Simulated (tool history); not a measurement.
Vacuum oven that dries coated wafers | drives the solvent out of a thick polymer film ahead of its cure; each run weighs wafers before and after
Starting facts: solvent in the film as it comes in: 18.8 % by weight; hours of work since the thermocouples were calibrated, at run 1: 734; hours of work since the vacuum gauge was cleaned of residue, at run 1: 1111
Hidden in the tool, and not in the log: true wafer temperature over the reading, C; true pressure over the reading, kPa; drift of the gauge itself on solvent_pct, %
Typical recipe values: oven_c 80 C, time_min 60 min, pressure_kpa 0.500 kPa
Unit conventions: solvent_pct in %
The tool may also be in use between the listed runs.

| run | hour | oven_c | time_min | pressure_kpa | hours of work since the thermocouples were calibrated | hours of work since the vacuum gauge was cleaned of residue | solvent_pct |
|---|---|---|---|---|---|---|---|
| 1 | 0.0 | 80 | 60 | 0.500 | 734 | 1111 | 3.37 |
| 2 | 46.7 | 80 | 60 | 0.500 | 764 | 1142 | 3.29 |
| 3 | 117.9 | 80 | 60 | 0.500 | 810 | 1188 | 3.28 |
| 4 | 154.6 | 80 | 60 | 0.500 | 834 | 1212 | 3.28 |
| 5 | 202.7 | 80 | 60 | 0.475 | 866 | 1243 | 3.29 |
|  | 221.6 | oven's thermocouples calibrated |
| 6 | 254.3 | 80 | 60 | 0.475 | 21 | 1276 | 3.53 |
| 7 | 331.5 | 80 | 60 | 0.475 | 72 | 1326 | 3.48 |
|  | 350.0 | vacuum gauge cleaned of residue and calibrated |
| 8 | 407.3 | 80 | 60 | 0.587 | 120 | 37 | 3.36 |
| 9 | 444.6 | 80 | 53 | 0.500 | 144 | 62 | 3.90 |
| 10 | 490.8 | 80 | 60 | 0.500 | 174 | 92 | 3.28 |
| 11 | 567.0 | 80 | 60 | 0.500 | 224 | 141 | 3.25 |
| 12 | 606.6 | 80 | 60 | 0.500 | 250 | 167 | 3.25 |
| 13 | 677.0 | 80 | 60 | 0.500 | 295 | 213 | 3.20 |
| 14 | 730.1 | 80 | 61 | 0.502 | 330 | 247 | 3.14 |
| 15 | 769.5 | 80 | 61 | 0.502 | 356 | 273 | 3.15 |
| 16 | 823.0 | 80 | 61 | 0.502 | 390 | 308 | 3.12 |
| 17 | 862.2 | 80 | 60 | 1.700 | 416 | 333 | 4.24 |
| 18 | 915.9 | 94 | 60 | 1.420 | 451 | 368 | 1.11 |
| 19 | 964.9 | 80 | 36 | 0.525 | 483 | 400 | 5.77 |
| 20 | 1022.2 | 91 | 36 | 0.525 | 520 | 438 | 2.19 |
| 21 | 1096.0 | 91 | 36 | 0.525 | 568 | 486 | 2.16 |
| 22 | 1146.5 | 85 | 60 | 0.500 | 601 | 518 | 1.78 |
| 23 | 1227.9 | 85 | 60 | 0.500 | 654 | 571 | 1.77 |
| 24 | 1308.6 | 93 | 32 | 0.395 | 707 | 624 | 1.99 |
| 25 | 1373.6 | 93 | 32 | 0.395 | 749 | 666 | 1.99 |
| 26 | 1446.3 | 80 | 60 | 0.553 | 796 | 714 | 3.13 |

Here are 4 independent what-if runs from the current tool condition. What would each one return?
| A | 1506.1 | 73 | 72 | 0.356 | 835 | 753 | ? |
| B | 1506.1 | 80 | 60 | 0.259 | 835 | 753 | ? |
| C | 1506.1 | 75 | 38 | 0.500 | 835 | 753 | ? |
| D | 1506.1 | 91 | 61 | 0.553 | 835 | 753 | ? |

| run | solvent_pct |
|---|---|
| A | 4.44 |
| B | 2.86 |
| C | 7.20 |
| D | 0.82 |
What these runs would have given with no unlogged condition in the tool:
| run | solvent_pct |
|---|---|
| A | 4.85 |
| B | 3.21 |
| C | 7.64 |
| D | 0.90 |

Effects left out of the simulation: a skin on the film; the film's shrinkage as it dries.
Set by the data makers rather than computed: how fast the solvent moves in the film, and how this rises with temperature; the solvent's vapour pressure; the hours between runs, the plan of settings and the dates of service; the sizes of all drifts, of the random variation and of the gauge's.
